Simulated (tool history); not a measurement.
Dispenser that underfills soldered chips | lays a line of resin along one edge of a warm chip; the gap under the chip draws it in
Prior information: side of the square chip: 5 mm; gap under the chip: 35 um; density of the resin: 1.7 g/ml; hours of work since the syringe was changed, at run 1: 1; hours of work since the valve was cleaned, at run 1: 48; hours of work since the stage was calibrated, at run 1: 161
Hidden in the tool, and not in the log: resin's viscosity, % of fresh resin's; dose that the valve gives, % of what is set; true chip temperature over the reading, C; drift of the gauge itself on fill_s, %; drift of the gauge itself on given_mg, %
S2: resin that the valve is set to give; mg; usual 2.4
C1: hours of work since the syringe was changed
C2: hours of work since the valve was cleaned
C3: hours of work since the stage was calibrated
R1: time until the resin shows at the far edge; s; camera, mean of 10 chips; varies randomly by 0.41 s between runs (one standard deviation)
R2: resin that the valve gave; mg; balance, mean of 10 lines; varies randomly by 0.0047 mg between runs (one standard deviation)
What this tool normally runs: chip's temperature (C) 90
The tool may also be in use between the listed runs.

run 1 day=0 | chip's_temperature_(C)=90 S2=2.4 | C1=1 C2=48 C3=161 | R1=29.5 R2=2.356
-- day=0.167 dispensing valve cleaned and set on the balance
run 2 day=0.412 | chip's_temperature_(C)=90 S2=2.4 | C1=7 C2=4 C3=167 | R1=43.3 R2=2.397
-- day=0.5 new syringe of resin
run 3 day=0.75 | chip's_temperature_(C)=90 S2=2.49 | C1=4 C2=10 C3=173 | R1=36.1 R2=2.48
-- day=1 new syringe of resin
run 4 day=1.008 | chip's_temperature_(C)=90 S2=2.1 | C1=0 C2=14 C3=177 | R1=29.3 R2=2.084
run 5 day=1.288 | chip's_temperature_(C)=90 S2=2.1 | C1=5 C2=19 C3=181 | R1=38.9 R2=2.089
-- day=1.521 new syringe of resin
run 6 day=1.596 | chip's_temperature_(C)=90 S2=2.1 | C1=1 C2=24 C3=187 | R1=31.6 R2=2.075
run 7 day=1.904 | chip's_temperature_(C)=90 S2=2.4 | C1=6 C2=29 C3=192 | R1=41.4 R2=2.357
-- day=2.021 new syringe of resin
run 8 day=2.279 | chip's_temperature_(C)=85 S2=2.4 | C1=4 C2=35 C3=198 | R1=47.3 R2=2.359
-- day=2.529 new syringe of resin
run 9 day=2.533 | chip's_temperature_(C)=85 S2=2.4 | C1=0 C2=39 C3=202 | R1=35.6 R2=2.347
run 10 day=2.917 | chip's_temperature_(C)=85 S2=2.4 | C1=7 C2=45 C3=208 | R1=52.5 R2=2.352
-- day=3.054 new syringe of resin
-- day=3.246 dispensing valve cleaned and set on the balance
run 11 day=3.342 | chip's_temperature_(C)=85 S2=2.4 | C1=4 C2=2 C3=215 | R1=46.9 R2=2.377
-- day=3.612 new syringe of resin
run 12 day=3.612 | chip's_temperature_(C)=98 S2=2.4 | C1=0 C2=6 C3=219 | R1=19.4 R2=2.377
run 13 day=3.95 | chip's_temperature_(C)=98 S2=2.4 | C1=6 C2=12 C3=225 | R1=28.2 R2=2.369
-- day=4.129 new syringe of resin
run 14 day=4.15 | chip's_temperature_(C)=98 S2=2.4 | C1=0 C2=15 C3=228 | R1=19.6 R2=2.368
run 15 day=4.35 | chip's_temperature_(C)=98 S2=2.4 | C1=4 C2=18 C3=231 | R1=25.5 R2=2.367
-- day=4.638 new syringe of resin
run 16 day=4.721 | chip's_temperature_(C)=98 S2=2.4 | C1=1 C2=24 C3=237 | R1=21.5 R2=2.35
run 17 day=5.067 | chip's_temperature_(C)=98 S2=2.4 | C1=7 C2=30 C3=243 | R1=32.2 R2=2.35
-- day=5.167 new syringe of resin
run 18 day=5.475 | chip's_temperature_(C)=77 S2=2.4 | C1=5 C2=37 C3=250 | R1=74 R2=2.344
-- day=5.688 new syringe of resin
run 19 day=5.817 | chip's_temperature_(C)=79 S2=2.4 | C1=2 C2=43 C3=256 | R1=55.1 R2=2.346
-- day=6.208 new syringe of resin
run 20 day=6.229 | chip's_temperature_(C)=90 S2=2.88 | C1=0 C2=49 C3=262 | R1=28.3 R2=2.796
-- day=6.333 dispensing valve cleaned and set on the balance
run 21 day=6.679 | chip's_temperature_(C)=86 S2=2.78 | C1=7 C2=6 C3=269 | R1=53.1 R2=2.766
-- day=6.775 new syringe of resin
run 22 day=7.046 | chip's_temperature_(C)=96 S2=2.84 | C1=5 C2=12 C3=275 | R1=28.4 R2=2.826
-- day=7.283 new syringe of resin
run 23 day=7.3 | chip's_temperature_(C)=90 S2=2.64 | C1=0 C2=16 C3=279 | R1=29.2 R2=2.621
run 24 day=7.546 | chip's_temperature_(C)=90 S2=2.64 | C1=4 C2=20 C3=283 | R1=37.1 R2=2.609
-- day=7.8 new syringe of resin
run 25 day=7.804 | chip's_temperature_(C)=102 S2=2.21 | C1=0 C2=24 C3=288 | R1=17 R2=2.186
run 26 day=8.033 | chip's_temperature_(C)=102 S2=2.21 | C1=4 C2=28 C3=292 | R1=21.7 R2=2.184
-- day=8.321 new syringe of resin
run 27 day=8.321 | chip's_temperature_(C)=102 S2=2.25 | C1=0 C2=33 C3=296 | R1=16.9 R2=2.223
run 28 day=8.717 | chip's_temperature_(C)=100 S2=2.8 | C1=7 C2=39 C3=303 | R1=26.9 R2=2.753
-- day=8.846 new syringe of resin
run 29 day=8.95 | chip's_temperature_(C)=100 S2=2.8 | C1=2 C2=43 C3=307 | R1=20 R2=2.746
run 30 day=9.321 | chip's_temperature_(C)=100 S2=2.51 | C1=8 C2=50 C3=313 | R1=29.3 R2=2.463
-- day=9.367 new syringe of resin
-- day=9.408 dispensing valve cleaned and set on the balance
run 31 day=9.738 | chip's_temperature_(C)=100 S2=2.21 | C1=6 C2=6 C3=319 | R1=25.7 R2=2.202
-- day=9.933 new syringe of resin
run 32 day=10.071 | chip's_temperature_(C)=100 S2=2.21 | C1=2 C2=11 C3=324 | R1=20.5 R2=2.201
run 33 day=10.246 | chip's_temperature_(C)=100 S2=2.29 | C1=5 C2=14 C3=327 | R1=24.9 R2=2.281
-- day=10.446 new syringe of resin
run 34 day=10.458 | chip's_temperature_(C)=75 S2=2.44 | C1=0 C2=17 C3=331 | R1=61 R2=2.439
run 35 day=10.825 | chip's_temperature_(C)=93 S2=3 | C1=6 C2=24 C3=337 | R1=37.1 R2=2.973

Take each entry between the runs: how does the hidden state at the last listed run before it differ from the hidden state at the first listed run after it?
Logged between run 1 and run 2: dispensing valve cleaned and set on the balance (day 0.167)
  resin's viscosity, % of fresh resin's: 103.5 -> 152.6; dose that the valve gives, % of what is set: 98.08 -> 99.65; true chip temperature over the reading, C: -0.34 -> -0.35
  the result without the hidden state subtracted from the measured one, R1: +1.5 -> +15.3 s; R2: -0.046 -> -0.008 mg
Logged between run 2 and run 3: new syringe of resin (day 0.5)
  resin's viscosity, % of fresh resin's: 152.6 -> 129; dose that the valve gives, % of what is set: 99.65 -> 99.41; true chip temperature over the reading, C: -0.35 -> -0.36
  the result without the hidden state subtracted from the measured one, R1: +15.3 -> +8.6 s; R2: -0.008 -> -0.015 mg
Logged between run 3 and run 4: new syringe of resin (day 1)
  resin's viscosity, % of fresh resin's: 129 -> 102.6; dose that the valve gives, % of what is set: 99.41 -> 99.21; true chip temperature over the reading, C: -0.36 -> -0.37
  the result without the hidden state subtracted from the measured one, R1: +8.6 -> +1.3 s; R2: -0.015 -> -0.016 mg
Logged between run 5 and run 6: new syringe of resin (day 1.521)
  resin's viscosity, % of fresh resin's: 137.6 -> 108.3; dose that the valve gives, % of what is set: 98.99 -> 98.77; true chip temperature over the reading, C: -0.38 -> -0.39
  the result without the hidden state subtracted from the measured one, R1: +11.4 -> +3 s; R2: -0.022 -> -0.026 mg
Logged between run 7 and run 8: new syringe of resin (day 2.021)
  resin's viscosity, % of fresh resin's: 149 -> 132; dose that the valve gives, % of what is set: 98.56 -> 98.28; true chip temperature over the reading, C: -0.4 -> -0.42
  the result without the hidden state subtracted from the measured one, R1: +14.4 -> +12.2 s; R2: -0.034 -> -0.041 mg
Logged between run 8 and run 9: new syringe of resin (day 2.529)
  resin's viscosity, % of fresh resin's: 132 -> 99.4; dose that the valve gives, % of what is set: 98.28 -> 98.08; true chip temperature over the reading, C: -0.42 -> -0.43
  the result without the hidden state subtracted from the measured one, R1: +12.2 -> +0.5 s; R2: -0.041 -> -0.046 mg
Logged between run 10 and run 11: new syringe of resin (day 3.054); dispensing valve cleaned and set on the balance (day 3.246)
  resin's viscosity, % of fresh resin's: 148.8 -> 129.4; dose that the valve gives, % of what is set: 97.79 -> 99.25; true chip temperature over the reading, C: -0.44 -> -0.45
  the result without the hidden state subtracted from the measured one, R1: +18.1 -> +11.4 s; R2: -0.053 -> -0.018 mg
Logged between run 11 and run 12: new syringe of resin (day 3.612)
  resin's viscosity, % of fresh resin's: 129.4 -> 100.8; dose that the valve gives, % of what is set: 99.25 -> 99.06; true chip temperature over the reading, C: -0.45 -> -0.46
  the result without the hidden state subtracted from the measured one, R1: +11.4 -> +0.5 s; R2: -0.018 -> -0.022 mg
Logged between run 13 and run 14: new syringe of resin (day 4.129)
  resin's viscosity, % of fresh resin's: 143.1 -> 101.6; dose that the valve gives, % of what is set: 98.82 -> 98.68; true chip temperature over the reading, C: -0.47 -> -0.48
  the result without the hidden state subtracted from the measured one, R1: +9 -> +0.7 s; R2: -0.028 -> -0.031 mg
Logged between run 15 and run 16: new syringe of resin (day 4.638)
  resin's viscosity, % of fresh resin's: 125.4 -> 110.3; dose that the valve gives, % of what is set: 98.53 -> 98.25; true chip temperature over the reading, C: -0.49 -> -0.5
  the result without the hidden state subtracted from the measured one, R1: +5.5 -> +2.5 s; R2: -0.036 -> -0.043 mg
Logged between run 17 and run 18: new syringe of resin (day 5.167)
  resin's viscosity, % of fresh resin's: 158.6 -> 137.9; dose that the valve gives, % of what is set: 97.98 -> 97.69; true chip temperature over the reading, C: -0.51 -> -0.53
  the result without the hidden state subtracted from the measured one, R1: +12.3 -> +21.9 s; R2: -0.049 -> -0.055 mg
Logged between run 18 and run 19: new syringe of resin (day 5.688)
  resin's viscosity, % of fresh resin's: 137.9 -> 115.1; dose that the valve gives, % of what is set: 97.69 -> 97.46; true chip temperature over the reading, C: -0.53 -> -0.54
  the result without the hidden state subtracted from the measured one, R1: +21.9 -> +8.6 s; R2: -0.055 -> -0.061 mg
Logged between run 19 and run 20: new syringe of resin (day 6.208)
  resin's viscosity, % of fresh resin's: 115.1 -> 103.4; dose that the valve gives, % of what is set: 97.46 -> 97.14; true chip temperature over the reading, C: -0.54 -> -0.55
  the result without the hidden state subtracted from the measured one, R1: +8.6 -> +1.7 s; R2: -0.061 -> -0.083 mg
Logged between run 20 and run 21: dispensing valve cleaned and set on the balance (day 6.333)
  resin's viscosity, % of fresh resin's: 103.4 -> 158.7; dose that the valve gives, % of what is set: 97.14 -> 99.67; true chip temperature over the reading, C: -0.55 -> -0.57
  the result without the hidden state subtracted from the measured one, R1: +1.7 -> +20.6 s; R2: -0.083 -> -0.01 mg
Logged between run 21 and run 22: new syringe of resin (day 6.775)
  resin's viscosity, % of fresh resin's: 158.7 -> 133.4; dose that the valve gives, % of what is set: 99.67 -> 99.4; true chip temperature over the reading, C: -0.57 -> -0.58
  the result without the hidden state subtracted from the measured one, R1: +20.6 -> +7.7 s; R2: -0.01 -> -0.017 mg
Logged between run 22 and run 23: new syringe of resin (day 7.283)
  resin's viscosity, % of fresh resin's: 133.4 -> 102.8; dose that the valve gives, % of what is set: 99.4 -> 99.22; true chip temperature over the reading, C: -0.58 -> -0.59
  the result without the hidden state subtracted from the measured one, R1: +7.7 -> +1.6 s; R2: -0.017 -> -0.021 mg
Logged between run 24 and run 25: new syringe of resin (day 7.8)
  resin's viscosity, % of fresh resin's: 132.5 -> 98.9; dose that the valve gives, % of what is set: 99.03 -> 98.84; true chip temperature over the reading, C: -0.6 -> -0.61
  the result without the hidden state subtracted from the measured one, R1: +9.9 -> +0.3 s; R2: -0.025 -> -0.026 mg
Logged between run 26 and run 27: new syringe of resin (day 8.321)
  resin's viscosity, % of fresh resin's: 125.4 -> 99.7; dose that the valve gives, % of what is set: 98.68 -> 98.47; true chip temperature over the reading, C: -0.61 -> -0.62
  the result without the hidden state subtracted from the measured one, R1: +4.8 -> +0.5 s; R2: -0.029 -> -0.034 mg
Logged between run 28 and run 29: new syringe of resin (day 8.846)
  resin's viscosity, % of fresh resin's: 150.5 -> 111.7; dose that the valve gives, % of what is set: 98.19 -> 98.01; true chip temperature over the reading, C: -0.64 -> -0.65
  the result without the hidden state subtracted from the measured one, R1: +9.5 -> +2.6 s; R2: -0.051 -> -0.056 mg
Logged between run 30 and run 31: new syringe of resin (day 9.367); dispensing valve cleaned and set on the balance (day 9.408)
  resin's viscosity, % of fresh resin's: 164.8 -> 140.1; dose that the valve gives, % of what is set: 97.74 -> 100.05; true chip temperature over the reading, C: -0.66 -> -0.67
  the result without the hidden state subtracted from the measured one, R1: +12 -> +7.9 s; R2: -0.056 -> +0.001 mg
Logged between run 31 and run 32: new syringe of resin (day 9.933)
  resin's viscosity, % of fresh resin's: 140.1 -> 113.2; dose that the valve gives, % of what is set: 100.05 -> 99.81; true chip temperature over the reading, C: -0.67 -> -0.68
  the result without the hidden state subtracted from the measured one, R1: +7.9 -> +2.9 s; R2: +0.001 -> -0.004 mg
Logged between run 33 and run 34: new syringe of resin (day 10.446)
  resin's viscosity, % of fresh resin's: 136.3 -> 101.5; dose that the valve gives, % of what is set: 99.68 -> 99.52; true chip temperature over the reading, C: -0.69 -> -0.7
  the result without the hidden state subtracted from the measured one, R1: +7.3 -> +3 s; R2: -0.008 -> -0.012 mg

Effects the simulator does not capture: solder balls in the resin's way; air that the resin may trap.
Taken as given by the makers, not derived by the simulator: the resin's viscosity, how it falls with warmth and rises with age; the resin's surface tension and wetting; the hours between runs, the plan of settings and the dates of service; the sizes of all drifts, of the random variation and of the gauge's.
